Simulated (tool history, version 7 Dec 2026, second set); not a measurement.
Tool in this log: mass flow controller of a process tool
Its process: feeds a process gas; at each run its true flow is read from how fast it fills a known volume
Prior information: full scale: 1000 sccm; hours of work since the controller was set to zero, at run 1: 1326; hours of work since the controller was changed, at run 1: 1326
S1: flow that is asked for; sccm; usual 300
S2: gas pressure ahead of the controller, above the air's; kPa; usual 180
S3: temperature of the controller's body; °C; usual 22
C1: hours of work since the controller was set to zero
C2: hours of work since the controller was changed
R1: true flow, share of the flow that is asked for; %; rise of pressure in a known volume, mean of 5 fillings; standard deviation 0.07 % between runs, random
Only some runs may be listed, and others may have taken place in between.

run,hour,S1,S2,S3,C1,C2,R1
1,0.0,300,180,22,1326,1326,98.58
2,156.8,300,180,22,1438,1438,98.38
3,260.5,300,180,22,1512,1512,98.54
4,367.9,300,180,22,1589,1589,98.51
5,529.6,300,180,22,1705,1705,98.53
6,665.4,300,180,22,1802,1802,98.69
7,766.0,300,180,22,1874,1874,98.84
8,956.6,300,180,22,2010,2010,98.90
9,1082.4,273,180,22,2100,2100,98.85
10,1272.5,300,196,22,2236,2236,98.96
11,1415.7,300,222,22,2338,2338,99.22
12,1552.3,300,222,22,2436,2436,99.17
13,1646.7,300,222,22,2504,2504,99.24
14,1818.6,300,180,30,2626,2626,98.91
15,1941.0,300,180,25,2714,2714,98.93
16,2049.0,300,180,22,2791,2791,99.02
17,2219.2,300,180,32,2913,2913,98.93
18,2329.5,300,180,32,2992,2992,98.88
19,2425.6,300,180,32,3061,3061,99.00
20,2593.1,300,180,32,3180,3180,99.11
21,2775.2,300,180,32,3311,3311,99.08
22,2899.7,300,180,22,3400,3400,99.16
23,3009.5,300,180,22,3478,3478,99.35
24,3204.8,300,180,22,3618,3618,99.44
25,3288.1,156,161,31,3677,3677,98.74
26,3460.9,798,240,39,3801,3801,100.52
27,3572.1,417,168,22,3881,3881,99.54
28,3745.0,185,168,22,4004,4004,99.21
29,3908.9,185,169,35,4121,4121,99.09
30,4015.1,220,154,32,4197,4197,99.08
31,4154.0,220,154,32,4297,4297,99.13
32,4270.4,220,154,32,4380,4380,99.17
33,4421.0,713,165,28,4488,4488,100.18
34,4508.4,654,165,36,4550,4550,100.01
35,4588.1,322,266,38,4607,4607,99.87
36,4761.1,322,266,38,4731,4731,100.14
37,4840.4,322,266,38,4788,4788,100.17

What does the tool deliver on the next run?
# hour 5002.9: gauge calibrated
38,5018.4,118,220,27,4915,4915,?

{"run 38": {"R1": 98.35}}
If the tool had no hidden condition, the same run with the same run-to-run variation would have returned R1 98.32 %.
